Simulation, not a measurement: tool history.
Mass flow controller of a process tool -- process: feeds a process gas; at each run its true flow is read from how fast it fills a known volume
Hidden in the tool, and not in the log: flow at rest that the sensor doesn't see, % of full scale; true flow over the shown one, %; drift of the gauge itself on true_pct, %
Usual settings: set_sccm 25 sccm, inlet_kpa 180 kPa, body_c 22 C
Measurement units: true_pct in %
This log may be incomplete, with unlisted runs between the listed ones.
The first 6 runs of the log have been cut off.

run    hour  set_sccm  inlet_kpa  body_c  hours of work since the controller was set to zero  hours of work since the controller was changed  true_pct
  7  1918.5        25        180      22                                                4528                                            4528     99.59
  8  2256.2        25        180      22                                                4706                                            4706     99.53
  9  2444.3        25        180      22                                                4806                                            4806     99.58
 10  2677.6        25        180      22                                                4929                                            4929     99.48
 11  2996.9        25        180      22                                                5098                                            5098     99.62
 12  3244.2        14        180      22                                                5228                                            5228      97.8
 13  3580.4        14        180      22                                                5406                                            5406     97.92
 14  3839.4        14        180      22                                                5543                                            5543     97.79
 15  4237.8        25        180      22                                                5753                                            5753     99.77
 16  4494.3        25        180      22                                                5889                                            5889     99.69
 17  4849.9        25        151      22                                                6077                                            6077      99.8
 18  5023.3        25        151      22                                                6168                                            6168     99.73
 19  5335.4        25        223      22                                                6333                                            6333     99.73
 20  5663.2        25        180      34                                                6506                                            6506     100.6
 21  5979.1        25        180      30                                                6673                                            6673    100.33
 22  6384.2        25        180      22                                                6887                                            6887     99.85
 23    6572        25        224      22                                                6987                                            6987     99.65
 24    6783         6        180      22                                                7098                                            7098     92.11
     7069.9  -- controller's zero set anew
 25    7114         6        180      22                                                  23                                            7273    101.38

Run 26 is up next; what results do you expect?
 26  7312.5        34        236      33                                                 128                                            7378         ?

true_pct: 103.11 %
If the tool had no hidden condition, the same run with the same run-to-run variation would have returned true_pct 99.91 %.

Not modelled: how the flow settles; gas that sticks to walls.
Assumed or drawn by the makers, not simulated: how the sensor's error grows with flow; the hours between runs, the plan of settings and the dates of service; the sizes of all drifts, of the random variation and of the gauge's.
